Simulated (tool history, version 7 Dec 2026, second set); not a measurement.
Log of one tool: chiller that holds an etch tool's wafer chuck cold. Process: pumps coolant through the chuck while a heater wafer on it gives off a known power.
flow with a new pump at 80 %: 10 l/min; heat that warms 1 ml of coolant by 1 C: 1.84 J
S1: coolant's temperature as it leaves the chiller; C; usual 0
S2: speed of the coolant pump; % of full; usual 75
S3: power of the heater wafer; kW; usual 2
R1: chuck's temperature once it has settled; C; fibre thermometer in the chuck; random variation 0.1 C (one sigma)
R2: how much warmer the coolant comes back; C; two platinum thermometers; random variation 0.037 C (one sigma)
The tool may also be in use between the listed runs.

run 1 hour=0 | S1=0 S2=75 S3=2 | R1=17.8 R2=7.57
run 2 hour=182.1 | S1=0 S2=75 S3=2 | R1=17.8 R2=7.52
run 3 hour=295.2 | S1=0 S2=75 S3=1.421 | R1=12.9 R2=5.39
run 4 hour=381.8 | S1=0 S2=75 S3=2 | R1=18 R2=7.59
run 5 hour=570.8 | S1=-9 S2=75 S3=2 | R1=9.5 R2=7.57
run 6 hour=720.6 | S1=0 S2=64 S3=2 | R1=21 R2=9.07
run 7 hour=840.5 | S1=0 S2=64 S3=2 | R1=21.4 R2=9.07
run 8 hour=951.5 | S1=0 S2=64 S3=2 | R1=21.2 R2=9.07
run 9 hour=1094.1 | S1=0 S2=75 S3=2 | R1=18.7 R2=7.71
run 10 hour=1282.8 | S1=0 S2=75 S3=2.841 | R1=26.8 R2=11.01
run 11 hour=1480 | S1=-5 S2=65 S3=2 | R1=16.6 R2=9.01
-- hour=1525.6 chiller's thermometer calibrated
run 12 hour=1676.7 | S1=0 S2=67 S3=2.172 | R1=22.9 R2=9.6
run 13 hour=1870.2 | S1=-9 S2=67 S3=2.172 | R1=14 R2=9.53
run 14 hour=1961.9 | S1=-9 S2=67 S3=2.172 | R1=13.9 R2=9.65
run 15 hour=2101.3 | S1=6 S2=63 S3=1.071 | R1=18.1 R2=5.08
run 16 hour=2257.3 | S1=0 S2=88 S3=1.759 | R1=15.1 R2=5.83
run 17 hour=2456.4 | S1=0 S2=88 S3=1.759 | R1=15.1 R2=5.84
run 18 hour=2554.1 | S1=0 S2=72 S3=1.626 | R1=17 R2=6.78
run 19 hour=2661.2 | S1=-8 S2=75 S3=1.464 | R1=6.6 R2=5.84

Hidden state or all else? Some run-to-run changes of R1, split into what the settings, what came in and random variation would give without the hidden state, and what is left for the hidden state (with any gauge scatter that isn't in both results):
The hidden state here: heat passed by the chuck's channels, % of clean ones'; flow at a given pump speed, % of a new pump's; coolant's true temperature over the reading, C; drift of the gauge itself on chuck_c, C; drift of the gauge itself on warmer_back_c, C.
Run 5 -> 6: S1 -9 -> 0, S2 75 -> 64. R1 +11.5 C: hidden state +0.4, all else +11.1.
Run 14 -> 15: S1 -9 -> 6, S2 67 -> 63, S3 2.172 -> 1.071. R1 +4.2 C: hidden state -2, all else +6.2.
